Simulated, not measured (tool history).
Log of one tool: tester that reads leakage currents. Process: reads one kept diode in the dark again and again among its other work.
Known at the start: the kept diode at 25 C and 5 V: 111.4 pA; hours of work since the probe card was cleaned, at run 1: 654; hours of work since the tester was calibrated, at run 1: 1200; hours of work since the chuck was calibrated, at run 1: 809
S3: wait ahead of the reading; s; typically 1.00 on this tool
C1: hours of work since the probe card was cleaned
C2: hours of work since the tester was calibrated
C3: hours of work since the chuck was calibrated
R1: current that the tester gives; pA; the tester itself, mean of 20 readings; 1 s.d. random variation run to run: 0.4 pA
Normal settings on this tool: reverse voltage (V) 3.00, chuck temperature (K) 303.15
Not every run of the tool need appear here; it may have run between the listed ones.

{"run": 1, "day": 0.0, "reverse voltage (V)": 3.0, "chuck temperature (K)": 303.15, "S3": 1.0, "C1": 654, "C2": 1200, "C3": 809, "R1": 143.1}
{"run": 2, "day": 1.988, "reverse voltage (V)": 3.0, "chuck temperature (K)": 303.15, "S3": 0.95, "C1": 684, "C2": 1230, "C3": 840, "R1": 143.86}
{"run": 3, "day": 2.988, "reverse voltage (V)": 3.0, "chuck temperature (K)": 303.15, "S3": 0.95, "C1": 700, "C2": 1246, "C3": 856, "R1": 143.83}
{"run": 4, "day": 4.796, "reverse voltage (V)": 3.0, "chuck temperature (K)": 303.15, "S3": 0.95, "C1": 728, "C2": 1274, "C3": 884, "R1": 144.85}
{"run": 5, "day": 6.767, "reverse voltage (V)": 3.0, "chuck temperature (K)": 303.15, "S3": 0.95, "C1": 759, "C2": 1305, "C3": 914, "R1": 145.25}
{"run": 6, "day": 8.038, "reverse voltage (V)": 3.0, "chuck temperature (K)": 303.15, "S3": 0.95, "C1": 778, "C2": 1324, "C3": 934, "R1": 145.94}
{"run": 7, "day": 9.625, "reverse voltage (V)": 1.11, "chuck temperature (K)": 303.15, "S3": 1.0, "C1": 803, "C2": 1349, "C3": 959, "R1": 89.54}
{"run": 8, "day": 10.567, "reverse voltage (V)": 1.11, "chuck temperature (K)": 303.15, "S3": 1.0, "C1": 818, "C2": 1364, "C3": 973, "R1": 90.02}
{"run": 9, "day": 11.771, "reverse voltage (V)": 4.63, "chuck temperature (K)": 303.15, "S3": 1.0, "C1": 836, "C2": 1382, "C3": 992, "R1": 181.2}
{"run": 10, "day": 13.029, "reverse voltage (V)": 4.63, "chuck temperature (K)": 303.15, "S3": 1.0, "C1": 856, "C2": 1402, "C3": 1012, "R1": 181.43}
{"run": 11, "day": 14.446, "reverse voltage (V)": 3.0, "chuck temperature (K)": 303.15, "S3": 1.0, "C1": 878, "C2": 1424, "C3": 1034, "R1": 146.8}
{"run": 12, "day": 15.883, "reverse voltage (V)": 3.0, "chuck temperature (K)": 303.15, "S3": 1.0, "C1": 900, "C2": 1446, "C3": 1056, "R1": 146.97}
{"run": 13, "day": 17.058, "reverse voltage (V)": 3.0, "chuck temperature (K)": 303.15, "S3": 1.0, "C1": 919, "C2": 1464, "C3": 1074, "R1": 147.06}
{"run": 14, "day": 19.054, "reverse voltage (V)": 3.0, "chuck temperature (K)": 303.15, "S3": 1.0, "C1": 950, "C2": 1495, "C3": 1105, "R1": 147.9}
{"run": 15, "day": 21.104, "reverse voltage (V)": 3.0, "chuck temperature (K)": 303.15, "S3": 5.72, "C1": 981, "C2": 1527, "C3": 1137, "R1": 147.23}
{"run": 16, "day": 23.15, "reverse voltage (V)": 3.0, "chuck temperature (K)": 303.15, "S3": 5.72, "C1": 1013, "C2": 1559, "C3": 1169, "R1": 148.62}
{"day": 23.433, "done": "probe card cleaned and baked"}
{"run": 17, "day": 24.604, "reverse voltage (V)": 3.0, "chuck temperature (K)": 306.15, "S3": 1.0, "C1": 18, "C2": 1580, "C3": 1189, "R1": 190.25}
{"run": 18, "day": 25.792, "reverse voltage (V)": 3.0, "chuck temperature (K)": 306.15, "S3": 1.0, "C1": 37, "C2": 1598, "C3": 1208, "R1": 191.44}
{"run": 19, "day": 26.979, "reverse voltage (V)": 9.26, "chuck temperature (K)": 304.15, "S3": 1.0, "C1": 55, "C2": 1617, "C3": 1226, "R1": 284.27}
{"run": 20, "day": 28.254, "reverse voltage (V)": 9.26, "chuck temperature (K)": 304.15, "S3": 1.0, "C1": 75, "C2": 1636, "C3": 1246, "R1": 284.15}
{"run": 21, "day": 30.192, "reverse voltage (V)": 9.26, "chuck temperature (K)": 304.15, "S3": 1.0, "C1": 105, "C2": 1667, "C3": 1276, "R1": 286.14}
{"run": 22, "day": 31.158, "reverse voltage (V)": 19.35, "chuck temperature (K)": 307.15, "S3": 0.77, "C1": 120, "C2": 1682, "C3": 1291, "R1": 523.69}
{"run": 23, "day": 33.179, "reverse voltage (V)": 1.38, "chuck temperature (K)": 296.15, "S3": 9.86, "C1": 151, "C2": 1713, "C3": 1323, "R1": 57.56}
{"run": 24, "day": 34.821, "reverse voltage (V)": 3.57, "chuck temperature (K)": 331.15, "S3": 0.7, "C1": 177, "C2": 1738, "C3": 1348, "R1": 1321.58}
{"run": 25, "day": 35.821, "reverse voltage (V)": 1.05, "chuck temperature (K)": 331.15, "S3": 4.0, "C1": 192, "C2": 1754, "C3": 1364, "R1": 728.98}
{"day": 36.754, "done": "probe card cleaned and baked, once more"}
{"run": 26, "day": 37.3, "reverse voltage (V)": 1.05, "chuck temperature (K)": 331.15, "S3": 4.0, "C1": 9, "C2": 1775, "C3": 1385, "R1": 726.94}
{"run": 27, "day": 38.812, "reverse voltage (V)": 1.05, "chuck temperature (K)": 293.15, "S3": 4.0, "C1": 32, "C2": 1799, "C3": 1408, "R1": 38.85}
{"run": 28, "day": 39.962, "reverse voltage (V)": 1.05, "chuck temperature (K)": 324.15, "S3": 4.0, "C1": 50, "C2": 1816, "C3": 1426, "R1": 447.55}
{"run": 29, "day": 41.608, "reverse voltage (V)": 3.0, "chuck temperature (K)": 321.15, "S3": 0.96, "C1": 75, "C2": 1842, "C3": 1452, "R1": 602.79}
{"run": 30, "day": 42.858, "reverse voltage (V)": 3.0, "chuck temperature (K)": 311.15, "S3": 0.36, "C1": 95, "C2": 1861, "C3": 1471, "R1": 289.55}
{"run": 31, "day": 44.083, "reverse voltage (V)": 3.0, "chuck temperature (K)": 311.15, "S3": 0.36, "C1": 114, "C2": 1880, "C3": 1490, "R1": 288.53}
{"run": 32, "day": 46.325, "reverse voltage (V)": 3.0, "chuck temperature (K)": 296.15, "S3": 1.49, "C1": 149, "C2": 1915, "C3": 1525, "R1": 86.36}
{"run": 33, "day": 48.129, "reverse voltage (V)": 3.0, "chuck temperature (K)": 296.15, "S3": 1.0, "C1": 177, "C2": 1943, "C3": 1553, "R1": 86.76}
{"run": 34, "day": 49.654, "reverse voltage (V)": 15.97, "chuck temperature (K)": 328.15, "S3": 0.38, "C1": 200, "C2": 1967, "C3": 1577, "R1": 2257.44}

3 options for the next run, each taken on its own from the tool as it stands now. Forecast them:
{"run": "A", "day": 50.604, "reverse voltage (V)": 3.72, "chuck temperature (K)": 303.15, "S3": 0.61, "C1": 215, "C2": 1982, "C3": 1591, "R1": "?"}
{"run": "B", "day": 50.604, "reverse voltage (V)": 6.04, "chuck temperature (K)": 304.15, "S3": 1.48, "C1": 215, "C2": 1982, "C3": 1591, "R1": "?"}
{"run": "C", "day": 50.604, "reverse voltage (V)": 10.6, "chuck temperature (K)": 321.15, "S3": 0.38, "C1": 215, "C2": 1982, "C3": 1591, "R1": "?"}

run=A R1=171.88
run=B R1=235.10
run=C R1=1137.07
Had the tool no hidden state, the same runs would have come out as:
run=A R1=148.47
run=B R1=202.99
run=C R1=998.57

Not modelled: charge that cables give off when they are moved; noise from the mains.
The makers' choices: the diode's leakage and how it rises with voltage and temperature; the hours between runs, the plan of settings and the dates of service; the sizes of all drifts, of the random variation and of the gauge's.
